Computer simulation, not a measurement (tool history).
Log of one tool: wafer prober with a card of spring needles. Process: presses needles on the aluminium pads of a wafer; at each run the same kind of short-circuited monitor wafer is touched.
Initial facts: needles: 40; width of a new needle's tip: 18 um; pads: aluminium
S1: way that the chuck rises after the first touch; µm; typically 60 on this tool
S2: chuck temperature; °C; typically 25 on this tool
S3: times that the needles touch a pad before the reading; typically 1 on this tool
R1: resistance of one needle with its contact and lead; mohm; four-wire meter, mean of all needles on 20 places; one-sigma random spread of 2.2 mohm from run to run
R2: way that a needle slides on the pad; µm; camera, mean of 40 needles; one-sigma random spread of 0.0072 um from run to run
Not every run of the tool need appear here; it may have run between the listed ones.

run,hour,S1,S2,S3,R1,R2
1,0,60,25,1,266,11.671
# hour 21.3: tips cleaned on abrasive film
# hour 42.6: tips cleaned on abrasive film
# hour 63.2: tips cleaned on abrasive film
2,76.5,60,25,1,488,11.629
# hour 80.8: tips cleaned on abrasive film
# hour 97.9: tips cleaned on abrasive film
# hour 114.9: tips cleaned on abrasive film
3,123.7,60,32,1,456,11.59
# hour 132.3: tips cleaned on abrasive film
# hour 153.4: tips cleaned on abrasive film
# hour 162.1: height of the first contact set anew
# hour 171.6: tips cleaned on abrasive film
4,171.6,60,25,1,275,11.673
# hour 179.6: tips cleaned on abrasive film, once more
# hour 200.4: tips cleaned on abrasive film
# hour 221.5: tips cleaned on abrasive film
# hour 240.8: tips cleaned on abrasive film
5,240.8,75,25,1,260,14.538
# hour 262.1: tips cleaned on abrasive film
# hour 283.1: tips cleaned on abrasive film
# hour 303.7: tips cleaned on abrasive film
# hour 323.3: tips cleaned on abrasive film
6,323.3,60,25,1,281,11.566
# hour 327.9: height of the first contact set anew
# hour 344.6: tips cleaned on abrasive film
# hour 365.2: tips cleaned on abrasive film
# hour 386: tips cleaned on abrasive film
# hour 406.6: tips cleaned on abrasive film
7,411.6,54,25,1,459,10.465
# hour 424.4: tips cleaned on abrasive film
# hour 441.5: tips cleaned on abrasive film
# hour 462.3: tips cleaned on abrasive film
8,463.1,54,25,1,335,10.42
# hour 480.2: tips cleaned on abrasive film
# hour 493.2: height of the first contact set anew
# hour 501.8: tips cleaned on abrasive film
9,510.8,54,25,1,508,10.508
# hour 519.4: tips cleaned on abrasive film
# hour 539.7: tips cleaned on abrasive film
10,548,54,25,1,534,10.469
# hour 560.8: tips cleaned on abrasive film
# hour 577.8: tips cleaned on abrasive film
# hour 599.1: tips cleaned on abrasive film
# hour 616.1: tips cleaned on abrasive film
# hour 633.3: tips cleaned on abrasive film
11,633.3,54,25,1,295,10.412
# hour 653.9: tips cleaned on abrasive film
# hour 658.3: height of the first contact set anew
# hour 675.4: tips cleaned on abrasive film
12,689.8,54,25,1,563,10.511
# hour 694.1: tips cleaned on abrasive film
# hour 715.1: tips cleaned on abrasive film
# hour 735.7: tips cleaned on abrasive film
# hour 757: tips cleaned on abrasive film
13,759.6,54,25,1,405,10.449
# hour 776.6: tips cleaned on abrasive film
# hour 793.7: tips cleaned on abrasive film
# hour 810.7: tips cleaned on abrasive film
14,812.9,54,25,1,406,10.4
# hour 821.7: height of the first contact set anew
# hour 830.3: tips cleaned on abrasive film
# hour 847.3: tips cleaned on abrasive film
15,852.3,44,75,1,567,8.539
# hour 865.1: tips cleaned on abrasive film
# hour 885: tips cleaned on abrasive film
16,891.9,44,75,1,656,8.508

Expected results for the next run?
# hour 904.7: tips cleaned on abrasive film
# hour 925.3: tips cleaned on abrasive film
# hour 946.6: tips cleaned on abrasive film
# hour 964.6: tips cleaned on abrasive film
17,964.6,72,31,3,?,?

Run 17 measured R1 258 mohm, R2 13.902 µm.
If the tool had no hidden condition, the same run with the same run-to-run variation would have returned R1 245 mohm, R2 14.023 µm.

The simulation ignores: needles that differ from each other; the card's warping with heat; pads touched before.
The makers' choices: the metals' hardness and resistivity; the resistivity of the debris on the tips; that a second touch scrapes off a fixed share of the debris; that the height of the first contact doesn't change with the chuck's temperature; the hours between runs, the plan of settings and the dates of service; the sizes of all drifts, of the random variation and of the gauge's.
